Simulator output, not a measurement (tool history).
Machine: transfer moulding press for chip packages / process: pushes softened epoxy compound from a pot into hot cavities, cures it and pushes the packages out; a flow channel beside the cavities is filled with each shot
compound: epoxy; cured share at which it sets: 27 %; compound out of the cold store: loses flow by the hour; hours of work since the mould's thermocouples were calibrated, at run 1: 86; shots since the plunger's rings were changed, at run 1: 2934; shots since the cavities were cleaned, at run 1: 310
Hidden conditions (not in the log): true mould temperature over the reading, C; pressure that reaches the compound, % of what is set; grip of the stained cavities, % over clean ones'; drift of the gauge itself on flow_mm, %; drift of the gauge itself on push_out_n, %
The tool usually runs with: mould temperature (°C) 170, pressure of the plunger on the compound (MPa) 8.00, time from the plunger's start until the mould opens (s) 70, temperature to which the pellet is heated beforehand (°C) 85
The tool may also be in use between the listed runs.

| run | day | mould temperature (°C) | pressure of the plunger on the compound (MPa) | time from the plunger's start until the mould opens (s) | temperature to which the pellet is heated beforehand (°C) | hours of work since the mould's thermocouples were calibrated | shots since the plunger's rings were changed | shots since the cavities were cleaned | incoming compound's hours out of the cold store | length that the compound runs in the flow channel (mm) | greatest force on the pins that push the packages out (N) |
|---|---|---|---|---|---|---|---|---|---|---|---|
| 1 | 0.000 | 170 | 8.00 | 70 | 85 | 86 | 2934 | 310 | 39.4 | 650 | 406 |
|  | 0.383 | cavities cleaned with cleaning compound and waxed |
| 2 | 0.396 | 170 | 8.00 | 70 | 85 | 91 | 3043 | 3 | 28.2 | 668 | 289 |
| 3 | 0.750 | 170 | 8.00 | 70 | 85 | 96 | 3159 | 119 | 25.5 | 676 | 336 |
| 4 | 1.121 | 170 | 8.00 | 70 | 85 | 102 | 3281 | 241 | 18.7 | 690 | 388 |
| 5 | 1.471 | 170 | 8.00 | 70 | 85 | 107 | 3397 | 357 | 42.6 | 641 | 410 |
|  | 1.717 | cavities cleaned with cleaning compound and waxed |
| 6 | 1.900 | 170 | 8.00 | 70 | 85 | 112 | 3517 | 60 | 20.6 | 683 | 309 |
| 7 | 2.175 | 170 | 8.00 | 70 | 85 | 116 | 3608 | 151 | 40.8 | 635 | 343 |
| 8 | 2.521 | 170 | 6.04 | 70 | 85 | 121 | 3721 | 264 | 28.3 | 581 | 394 |
| 9 | 2.771 | 170 | 6.04 | 70 | 85 | 125 | 3803 | 346 | 28.0 | 583 | 427 |
|  | 3.038 | cavities cleaned with cleaning compound and waxed |
| 10 | 3.138 | 170 | 6.04 | 70 | 85 | 129 | 3903 | 33 | 25.7 | 585 | 307 |
| 11 | 3.533 | 170 | 6.04 | 70 | 85 | 135 | 4033 | 163 | 19.1 | 592 | 376 |
| 12 | 3.817 | 170 | 8.00 | 70 | 85 | 139 | 4126 | 256 | 26.8 | 666 | 413 |
| 13 | 4.258 | 170 | 8.00 | 70 | 85 | 145 | 4272 | 402 | 40.8 | 633 | 432 |
|  | 4.375 | cavities cleaned with cleaning compound and waxed |
| 14 | 4.642 | 162 | 8.00 | 70 | 85 | 150 | 4377 | 88 | 24.7 | 691 | 584 |
| 15 | 5.075 | 170 | 7.41 | 56 | 94 | 156 | 4519 | 230 | 36.3 | 621 | 628 |
| 16 | 5.325 | 170 | 7.41 | 56 | 94 | 160 | 4601 | 312 | 17.9 | 655 | 697 |
|  | 5.704 | cavities cleaned with cleaning compound and waxed |
| 17 | 5.762 | 170 | 7.41 | 56 | 94 | 165 | 4724 | 19 | 40.2 | 611 | 495 |
| 18 | 6.117 | 170 | 7.41 | 56 | 86 | 171 | 4841 | 136 | 19.5 | 647 | 630 |
| 19 | 6.425 | 170 | 7.41 | 56 | 86 | 175 | 4942 | 237 | 41.5 | 611 | 638 |
| 20 | 6.658 | 176 | 6.93 | 58 | 90 | 179 | 5019 | 314 | 45.9 | 561 | 408 |
|  | 7.021 | cavities cleaned with cleaning compound and waxed |
| 21 | 7.054 | 176 | 6.93 | 58 | 90 | 183 | 5129 | 12 | 28.8 | 594 | 308 |
| 22 | 7.450 | 170 | 7.56 | 58 | 95 | 189 | 5258 | 141 | 42.7 | 606 | 510 |
| 23 | 7.825 | 170 | 8.00 | 82 | 85 | 195 | 5381 | 264 | 35.7 | 639 | 318 |
| 24 | 8.246 | 163 | 8.00 | 70 | 80 | 201 | 5520 | 403 | 42.2 | 634 | 717 |
|  | 8.333 | cavities cleaned with cleaning compound and waxed |
| 25 | 8.562 | 163 | 8.00 | 70 | 80 | 204 | 5604 | 76 | 15.6 | 702 | 540 |
| 26 | 8.896 | 175 | 8.00 | 60 | 85 | 209 | 5713 | 185 | 19.3 | 662 | 370 |
| 27 | 9.321 | 170 | 8.00 | 70 | 87 | 215 | 5852 | 324 | 28.5 | 649 | 407 |
|  | 9.650 | cavities cleaned with cleaning compound and waxed |
| 28 | 9.650 | 170 | 9.95 | 70 | 82 | 219 | 5940 | 0 | 9.7 | 776 | 308 |

Here are 5 independent what-if runs from the current tool condition. What would each one return?
| A | 9.850 | 170 | 9.95 | 79 | 82 | 222 | 6006 | 66 | 35.3 | ? | ? |
| B | 9.850 | 169 | 9.95 | 70 | 81 | 222 | 6006 | 66 | 12.4 | ? | ? |
| C | 9.850 | 170 | 8.00 | 70 | 76 | 222 | 6006 | 66 | 35.3 | ? | ? |
| D | 9.850 | 175 | 6.84 | 70 | 82 | 222 | 6006 | 66 | 29.7 | ? | ? |
| E | 9.850 | 172 | 8.00 | 58 | 89 | 222 | 6006 | 66 | 26.5 | ? | ? |

| run | length that the compound runs in the flow channel (mm) | greatest force on the pins that push the packages out (N) |
|---|---|---|
| A | 713 | 267 |
| B | 764 | 343 |
| C | 634 | 308 |
| D | 588 | 272 |
| E | 652 | 419 |
Without the tool's unlogged condition, the same runs would have read:
| run | length that the compound runs in the flow channel (mm) | greatest force on the pins that push the packages out (N) |
|---|---|---|
| A | 762 | 242 |
| B | 816 | 316 |
| C | 677 | 282 |
| D | 628 | 248 |
| E | 696 | 387 |
